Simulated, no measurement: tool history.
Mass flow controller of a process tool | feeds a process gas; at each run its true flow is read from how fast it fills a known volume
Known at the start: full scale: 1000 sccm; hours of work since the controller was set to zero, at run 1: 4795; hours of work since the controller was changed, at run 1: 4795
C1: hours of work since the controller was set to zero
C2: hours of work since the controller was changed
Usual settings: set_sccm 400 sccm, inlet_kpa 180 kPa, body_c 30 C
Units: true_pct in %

Run 1, day 0: usual settings; C1 4795; C2 4795. Result: true_pct 100.77 %.
Run 2, day 7.808: usual settings but body_c 38 C; C1 4929; C2 4929. Result: true_pct 101.18 %.
Run 3, day 13.258: usual settings; C1 5023; C2 5023. Result: true_pct 100.86 %.
Run 4, day 19.092: usual settings; C1 5123; C2 5123. Result: true_pct 100.8 %.
Run 5, day 24.729: usual settings; C1 5219; C2 5219. Result: true_pct 100.87 %.
Run 6, day 30.996: usual settings; C1 5327; C2 5327. Result: true_pct 100.93 %.
Run 7, day 38.758: usual settings; C1 5460; C2 5460. Result: true_pct 100.9 %.
Run 8, day 43.108: usual settings; C1 5535; C2 5535. Result: true_pct 101.05 %.
Run 9, day 50.55: usual settings; C1 5663; C2 5663. Result: true_pct 100.99 %.
Run 10, day 54.779: usual settings; C1 5735; C2 5735. Result: true_pct 101.04 %.
Run 11, day 61.904: usual settings; C1 5858; C2 5858. Result: true_pct 100.99 %.
Run 12, day 66.162: usual settings; C1 5931; C2 5931. Result: true_pct 101.12 %.
Run 13, day 70.788: usual settings; C1 6010; C2 6010. Result: true_pct 101.11 %.
Run 14, day 75.458: usual settings; C1 6090; C2 6090. Result: true_pct 100.93 %.
Run 15, day 83.642: usual settings; C1 6231; C2 6231. Result: true_pct 101.12 %.
Run 16, day 89.554: usual settings but set_sccm 905 sccm; C1 6332; C2 6332. Result: true_pct 101.34 %.
Run 17, day 98.196: usual settings but set_sccm 218 sccm; C1 6480; C2 6480. Result: true_pct 101.88 %.
Run 18, day 104.829: usual settings but set_sccm 218 sccm; C1 6594; C2 6594. Result: true_pct 101.94 %.
Run 19, day 109.883: usual settings but set_sccm 218 sccm; C1 6681; C2 6681. Result: true_pct 102.08 %.
Run 20, day 116.829: usual settings but set_sccm 218 sccm; C1 6800; C2 6800. Result: true_pct 101.96 %.
Run 21, day 122.846: usual settings but inlet_kpa 277 kPa; C1 6904; C2 6904. Result: true_pct 101.24 %.
At day 123.304: controller's zero set anew.
Run 22, day 126.725: usual settings but inlet_kpa 277 kPa; C1 59; C2 6970. Result: true_pct 101.51 %.
Run 23, day 131.425: usual settings; C1 139; C2 7050. Result: true_pct 101.79 %.
Run 24, day 138.525: usual settings but body_c 34 C; C1 261; C2 7172. Result: true_pct 102.12 %.
Run 25, day 147.25: usual settings but set_sccm 277 sccm; C1 411; C2 7322. Result: true_pct 102.65 %.
Run 26, day 154.271: usual settings but set_sccm 667 sccm, inlet_kpa 153 kPa, body_c 29 C; C1 532; C2 7443. Result: true_pct 101.57 %.
Run 27, day 159.083: usual settings but set_sccm 667 sccm, inlet_kpa 153 kPa, body_c 29 C; C1 614; C2 7525. Result: true_pct 101.62 %.
Run 28, day 162.917: usual settings but set_sccm 257 sccm, inlet_kpa 153 kPa; C1 680; C2 7591. Result: true_pct 102.92 %.
Run 29, day 166.617: usual settings but set_sccm 122 sccm, inlet_kpa 153 kPa, body_c 25 C; C1 743; C2 7655. Result: true_pct 105.83 %.
At day 169.208: controller's zero set anew, once more.
Run 30, day 172.512: usual settings but set_sccm 122 sccm, inlet_kpa 153 kPa, body_c 33 C; C1 57; C2 7755. Result: true_pct 100.07 %.
Run 31, day 181.029: usual settings but set_sccm 869 sccm, inlet_kpa 214 kPa, body_c 24 C; C1 203; C2 7902. Result: true_pct 100.43 %.
Run 32, day 189.467: usual settings but set_sccm 122 sccm, inlet_kpa 250 kPa, body_c 25 C; C1 348; C2 8046. Result: true_pct 99.81 %.
Run 33, day 197.254: usual settings but set_sccm 286 sccm; C1 481; C2 8180. Result: true_pct 100.19 %.
Run 34, day 201.721: usual settings but set_sccm 946 sccm, inlet_kpa 192 kPa, body_c 28 C; C1 558; C2 8257. Result: true_pct 100.75 %.
Run 35, day 209.162: usual settings but set_sccm 123 sccm, inlet_kpa 192 kPa, body_c 28 C; C1 686; C2 8384. Result: true_pct 100.15 %.
Run 36, day 213.238: usual settings but set_sccm 668 sccm, inlet_kpa 151 kPa; C1 756; C2 8454. Result: true_pct 100.54 %.
Run 37, day 219.971: usual settings but set_sccm 163 sccm, inlet_kpa 151 kPa; C1 871; C2 8570. Result: true_pct 100.56 %.
Run 38, day 226.012: usual settings but set_sccm 122 sccm, inlet_kpa 221 kPa, body_c 28 C; C1 975; C2 8674. Result: true_pct 100.49 %.
Run 39, day 229.504: usual settings but set_sccm 108 sccm, inlet_kpa 221 kPa, body_c 28 C; C1 1035; C2 8734. Result: true_pct 100.62 %.
Run 40, day 235.671: usual settings but set_sccm 210 sccm, inlet_kpa 263 kPa, body_c 28 C; C1 1141; C2 8839. Result: true_pct 100.18 %.
Run 41, day 239.642: usual settings but set_sccm 183 sccm, body_c 22 C; C1 1209; C2 8908. Result: true_pct 99.99 %.
Run 42, day 244.596: usual settings but set_sccm 126 sccm, inlet_kpa 202 kPa, body_c 22 C; C1 1294; C2 8993. Result: true_pct 100.28 %.
Run 43, day 253.117: usual settings but inlet_kpa 270 kPa, body_c 21 C; C1 1440; C2 9139. Result: true_pct 99.91 %.
Run 44, day 260.329: usual settings but set_sccm 582 sccm, inlet_kpa 210 kPa, body_c 21 C; C1 1564; C2 9263. Result: true_pct 100.12 %.
Run 45, day 263.825: usual settings but set_sccm 582 sccm, inlet_kpa 174 kPa, body_c 29 C; C1 1624; C2 9323. Result: true_pct 100.67 %.
Run 46, day 270.554: usual settings but set_sccm 173 sccm, inlet_kpa 141 kPa; C1 1740; C2 9438. Result: true_pct 100.88 %.
Run 47, day 278.596: usual settings but set_sccm 117 sccm, inlet_kpa 159 kPa, body_c 27 C; C1 1878; C2 9576. Result: true_pct 101.17 %.

Forecast each of these 4 alternatives for the next run:
Run A, day 285.262: usual settings but set_sccm 259 sccm, inlet_kpa 159 kPa, body_c 27 C; C1 1992; C2 9691. Result: true_pct ?.
Run B, day 285.262: usual settings but set_sccm 157 sccm, inlet_kpa 159 kPa, body_c 27 C; C1 1992; C2 9691. Result: true_pct ?.
Run C, day 285.262: usual settings but set_sccm 395 sccm, inlet_kpa 250 kPa, body_c 22 C; C1 1992; C2 9691. Result: true_pct ?.
Run D, day 285.262: usual settings but set_sccm 330 sccm, inlet_kpa 143 kPa, body_c 37 C; C1 1992; C2 9691. Result: true_pct ?.

run  true_pct
  A    100.64
  B    100.76
  C     99.98
  D    101.09
Without the tool's hidden state the same runs would have given:
run  true_pct
  A     99.09
  B     98.73
  C     98.69
  D      99.7
